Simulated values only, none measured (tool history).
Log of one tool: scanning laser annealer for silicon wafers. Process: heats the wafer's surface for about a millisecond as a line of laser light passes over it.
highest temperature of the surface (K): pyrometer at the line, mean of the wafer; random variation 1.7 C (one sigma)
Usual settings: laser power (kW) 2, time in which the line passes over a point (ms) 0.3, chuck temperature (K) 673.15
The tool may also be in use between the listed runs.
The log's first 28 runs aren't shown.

run     day  laser power (kW)  time in which the line passes over a point (ms)  chuck temperature (K)  highest temperature of the surface (K)
 29  29.633                 2                                            0.212                 673.15                                 1348.15
 30  30.458                 2                                            0.212                 673.15                                 1349.15
 31  31.667             1.878                                              0.3                 695.15                                 1464.15
 32  32.642             1.878                                              0.3                 695.15                                 1464.15
 33  33.383             1.878                                              0.3                 695.15                                 1462.15
 34  34.392             1.878                                              0.3                 695.15                                 1461.15
 35  35.362             2.056                                            0.322                 667.15                                 1549.15
 36  36.175             2.056                                            0.322                 667.15                                 1550.15
 37  36.979             2.056                                            0.322                 667.15                                 1547.15
 38  37.638             2.056                                            0.322                 667.15                                 1545.15
 39  38.679             2.056                                            0.322                 667.15                                 1547.15
 40   39.75             2.056                                            0.322                 667.15                                 1550.15

3 ways to go on from here, each from the tool as it stands after run 40. What would each give?
  A  40.779                 2                                              0.3                 676.15                                       ?
  B  40.779                 2                                            0.335                 673.15                                       ?
  C  40.779             1.865                                            0.322                 660.15                                       ?

run  highest temperature of the surface (K)
  A                                 1497.15
  B                                 1542.15
  C                                 1455.15
Without the tool's hidden state the same runs would have given:
run  highest temperature of the surface (K)
  A                                 1497.15
  B                                 1543.15
  C                                 1456.15
